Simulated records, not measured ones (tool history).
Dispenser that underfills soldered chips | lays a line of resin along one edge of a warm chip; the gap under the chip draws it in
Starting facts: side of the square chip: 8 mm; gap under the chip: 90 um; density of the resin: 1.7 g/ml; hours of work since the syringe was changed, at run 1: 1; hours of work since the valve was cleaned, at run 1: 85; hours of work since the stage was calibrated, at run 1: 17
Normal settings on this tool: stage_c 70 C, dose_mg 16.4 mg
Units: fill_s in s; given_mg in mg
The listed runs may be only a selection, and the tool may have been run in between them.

| run | hour | stage_c | dose_mg | hours of work since the syringe was changed | hours of work since the valve was cleaned | hours of work since the stage was calibrated | fill_s | given_mg |
|---|---|---|---|---|---|---|---|---|
| 1 | 0 | 70 | 16.4 | 1 | 85 | 17 | 47.5 | 15.7 |
| 2 | 2.3 | 56 | 16.4 | 3 | 87 | 19 | 101.2 | 15.73 |
| 3 | 4.3 | 70 | 18.6 | 4 | 88 | 20 | 55.7 | 17.91 |
| 4 | 7.7 | 70 | 18.6 | 6 | 90 | 23 | 63.2 | 17.83 |
|  | 8.7 | new syringe of resin |
| 5 | 13 | 70 | 18.6 | 3 | 94 | 26 | 54.4 | 17.87 |
| 6 | 16.1 | 68 | 18.6 | 5 | 96 | 28 | 65.5 | 17.67 |
|  | 18.7 | new syringe of resin |
| 7 | 20.8 | 70 | 16.4 | 1 | 99 | 31 | 50.9 | 15.64 |
| 8 | 24.8 | 70 | 16.4 | 4 | 102 | 34 | 58.1 | 15.7 |
| 9 | 27 | 70 | 16.4 | 6 | 103 | 36 | 63.8 | 15.55 |
|  | 28.7 | new syringe of resin |
| 10 | 30.1 | 70 | 16.4 | 1 | 105 | 37 | 49.3 | 15.64 |
| 11 | 34 | 70 | 16.4 | 4 | 108 | 40 | 55.7 | 15.39 |
| 12 | 37.4 | 84 | 16.4 | 6 | 110 | 43 | 34.4 | 15.46 |
|  | 38.8 | new syringe of resin |
| 13 | 42.2 | 84 | 16.4 | 2 | 113 | 46 | 27.7 | 15.57 |
| 14 | 46.5 | 70 | 19.9 | 5 | 116 | 49 | 59.2 | 18.82 |
|  | 49 | new syringe of resin |
| 15 | 51.5 | 70 | 19.9 | 2 | 120 | 52 | 49.1 | 18.72 |
| 16 | 55.6 | 76 | 16.4 | 5 | 122 | 55 | 44.5 | 15.51 |
| 17 | 58.7 | 76 | 16.4 | 7 | 125 | 57 | 50.6 | 15.49 |
|  | 59.4 | new syringe of resin |
| 18 | 63.4 | 76 | 16.4 | 3 | 128 | 60 | 41 | 15.47 |
| 19 | 67.4 | 70 | 16.4 | 6 | 130 | 63 | 61.7 | 15.44 |
|  | 69.5 | new syringe of resin |
| 20 | 72.5 | 70 | 15.8 | 2 | 134 | 66 | 52.3 | 14.81 |
| 21 | 75.9 | 70 | 15.8 | 4 | 136 | 68 | 59.7 | 14.72 |
|  | 79.7 | new syringe of resin |
| 22 | 80.4 | 68 | 16.3 | 1 | 139 | 71 | 52.3 | 15.37 |
|  | 82.6 | dispensing valve cleaned and set on the balance |
| 23 | 86.4 | 68 | 16.3 | 4 | 3 | 75 | 61.7 | 16.29 |
|  | 90.9 | new syringe of resin |
| 24 | 91.5 | 82 | 19.2 | 0 | 6 | 78 | 27.3 | 19.12 |
| 25 | 95.9 | 70 | 20.4 | 3 | 9 | 81 | 54 | 20.36 |
| 26 | 98.8 | 70 | 20.4 | 5 | 11 | 83 | 60.5 | 20.32 |
|  | 101 | new syringe of resin |
| 27 | 101.4 | 70 | 20.4 | 0 | 13 | 84 | 46.4 | 20.15 |
| 28 | 104.9 | 76 | 16.7 | 3 | 15 | 87 | 40.4 | 16.54 |
| 29 | 109.5 | 76 | 16.7 | 6 | 18 | 90 | 47.5 | 16.53 |
|  | 111.3 | new syringe of resin |
| 30 | 112.4 | 78 | 16.7 | 1 | 20 | 92 | 33.3 | 16.48 |
| 31 | 115.3 | 80 | 17.3 | 3 | 22 | 94 | 34.1 | 17.1 |
| 32 | 118.8 | 81 | 20.6 | 5 | 24 | 96 | 36.6 | 20.44 |
|  | 121.5 | new syringe of resin |
| 33 | 122.6 | 81 | 20.6 | 1 | 27 | 99 | 29.3 | 20.34 |
| 34 | 125.5 | 81 | 20.6 | 3 | 29 | 101 | 32.1 | 20.24 |
| 35 | 130.3 | 66 | 14.2 | 6 | 32 | 104 | 77.1 | 13.92 |
|  | 131.8 | new syringe of resin |
| 36 | 134.6 | 66 | 14.2 | 2 | 35 | 107 | 62.6 | 13.85 |
| 37 | 138.1 | 55 | 17.8 | 4 | 37 | 109 | 117.6 | 17.49 |

Results for each run, recomputed without the tool's hidden state and with each run's random variation untouched:
Hidden state present: resin's viscosity, % of fresh resin's; dose that the valve gives, % of what is set; true chip temperature over the reading, C; drift of the gauge itself on fill_s, %; drift of the gauge itself on given_mg, %.
| run | fill_s | given_mg |
|---|---|---|
| 1 | 45.6 | 16.36 |
| 2 | 89.8 | 16.41 |
| 3 | 46.1 | 18.68 |
| 4 | 46.4 | 18.63 |
| 5 | 46.8 | 18.7 |
| 6 | 50.5 | 18.51 |
| 7 | 46.4 | 16.4 |
| 8 | 45.9 | 16.49 |
| 9 | 46.8 | 16.34 |
| 10 | 47.1 | 16.45 |
| 11 | 46.5 | 16.21 |
| 12 | 25.5 | 16.31 |
| 13 | 25 | 16.44 |
| 14 | 46.2 | 19.9 |
| 15 | 45.2 | 19.83 |
| 16 | 35.3 | 16.45 |
| 17 | 35.9 | 16.44 |
| 18 | 35.7 | 16.44 |
| 19 | 46.5 | 16.43 |
| 20 | 46.8 | 15.79 |
| 21 | 47.4 | 15.71 |
| 22 | 51.2 | 16.42 |
| 23 | 51.2 | 16.36 |
| 24 | 26.7 | 19.23 |
| 25 | 45.4 | 20.51 |
| 26 | 46.1 | 20.49 |
| 27 | 45.9 | 20.33 |
| 28 | 35.3 | 16.71 |
| 29 | 35.3 | 16.72 |
| 30 | 32.3 | 16.68 |
| 31 | 30 | 17.32 |
| 32 | 28.5 | 20.73 |
| 33 | 28.4 | 20.65 |
| 34 | 28.1 | 20.57 |
| 35 | 56.9 | 14.17 |
| 36 | 56.8 | 14.11 |
| 37 | 94.7 | 17.83 |
